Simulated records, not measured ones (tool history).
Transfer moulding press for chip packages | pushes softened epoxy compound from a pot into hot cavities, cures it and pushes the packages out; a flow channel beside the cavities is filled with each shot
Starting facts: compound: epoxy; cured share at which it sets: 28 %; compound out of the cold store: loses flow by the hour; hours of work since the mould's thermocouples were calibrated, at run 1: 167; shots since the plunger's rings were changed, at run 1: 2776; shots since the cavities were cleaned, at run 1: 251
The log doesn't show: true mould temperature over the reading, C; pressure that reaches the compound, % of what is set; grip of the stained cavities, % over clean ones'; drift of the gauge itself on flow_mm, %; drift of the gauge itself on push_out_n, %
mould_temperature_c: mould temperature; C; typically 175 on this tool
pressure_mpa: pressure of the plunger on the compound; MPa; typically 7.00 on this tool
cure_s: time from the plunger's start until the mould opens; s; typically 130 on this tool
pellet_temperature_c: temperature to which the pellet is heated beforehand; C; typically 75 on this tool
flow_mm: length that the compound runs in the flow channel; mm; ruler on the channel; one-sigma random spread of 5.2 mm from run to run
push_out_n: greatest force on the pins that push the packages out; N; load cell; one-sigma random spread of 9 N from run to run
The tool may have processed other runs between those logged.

run    day  mould_temperature_c  pressure_mpa  cure_s  pellet_temperature_c  hours of work since the mould's thermocouples were calibrated  shots since the plunger's rings were changed  shots since the cavities were cleaned  incoming compound's hours out of the cold store  flow_mm  push_out_n
  1  0.000                  175          7.00     130                    75                                                            167                                          2776                                    251                                             22.5      544         416
  2  0.304                  175          7.00     130                    75                                                            171                                          2845                                    320                                             47.4      501         399
  3  0.708                  175          7.00     130                    75                                                            177                                          2937                                    412                                             40.8      522         395
  4  0.988                  175          7.00     130                    75                                                            181                                          3000                                    475                                             40.3      531         409
  5  1.262                  175          7.00     130                    75                                                            185                                          3063                                    538                                             38.3      534         405
  6  1.708                  175          7.00     130                    75                                                            192                                          3164                                    639                                             35.6      536         408
  7  2.050                  175          7.00     162                    75                                                            197                                          3241                                    716                                             23.9      546         378
  8  2.512                  175          7.00     130                    75                                                            204                                          3346                                    821                                             14.6      568         410
  9  3.012                  175          7.00     130                    75                                                            211                                          3459                                    934                                             11.1      580         407
 10  3.408                  175          7.00     130                    75                                                            217                                          3549                                   1024                                             29.7      535         411
 11  3.929                  175          7.00     130                    75                                                            224                                          3668                                   1143                                             19.3      556         404
     4.196  -- cavities cleaned with cleaning compound and waxed
 12  4.350                  175          7.00     130                    75                                                            229                                          3749                                     35                                             40.5      518         409
 13  4.767                  175          7.00     113                    75                                                            235                                          3844                                    130                                             21.0      557         482
 14  5.096                  176          5.72     113                    70                                                            240                                          3917                                    203                                             29.4      487         452
 15  5.400                  176          5.72     124                    72                                                            245                                          3987                                    273                                             12.9      516         422
 16  5.825                  176          5.72     124                    72                                                            251                                          4083                                    369                                             25.4      492         411
 17  6.283                  176          5.72     124                    72                                                            257                                          4187                                    473                                             33.5      484         408
 18  6.754                  181          6.37     130                    75                                                            264                                          4294                                    580                                             27.2      499         368
 19  6.983                  181          6.30     130                    82                                                            268                                          4346                                    632                                             28.6      496         354
 20  7.271                  181          6.30     130                    82                                                            272                                          4412                                    698                                             26.0      495         356
 21  7.750                  174          7.58     132                    75                                                            279                                          4520                                    806                                             11.2      593         422
     8.238  -- plunger's sealing rings changed
 22  8.350                  174          7.52     132                    75                                                            286                                            25                                    918                                             24.4      570         431
 23  8.825                  168          6.37     122                    75                                                            293                                           133                                   1026                                             27.0      536         709
 24  9.229                  168          6.37     120                    67                                                            299                                           225                                   1118                                             14.8      569         745
 25  9.517                  175          6.89     130                    70                                                            303                                           290                                   1183                                             33.6      525         400

Describe how what the log doesn't record of the tool's condition differs between the last listed run preceding each entry between runs and the first listed run following it.
From run 11 to run 12: cavities cleaned with cleaning compound and waxed (day 4.196)
  grip of the stained cavities, % over clean ones': 0.6 -> 0.1
From run 21 to run 22: plunger's sealing rings changed (day 8.238)
  pressure that reaches the compound, % of what is set: 99.88 -> 100

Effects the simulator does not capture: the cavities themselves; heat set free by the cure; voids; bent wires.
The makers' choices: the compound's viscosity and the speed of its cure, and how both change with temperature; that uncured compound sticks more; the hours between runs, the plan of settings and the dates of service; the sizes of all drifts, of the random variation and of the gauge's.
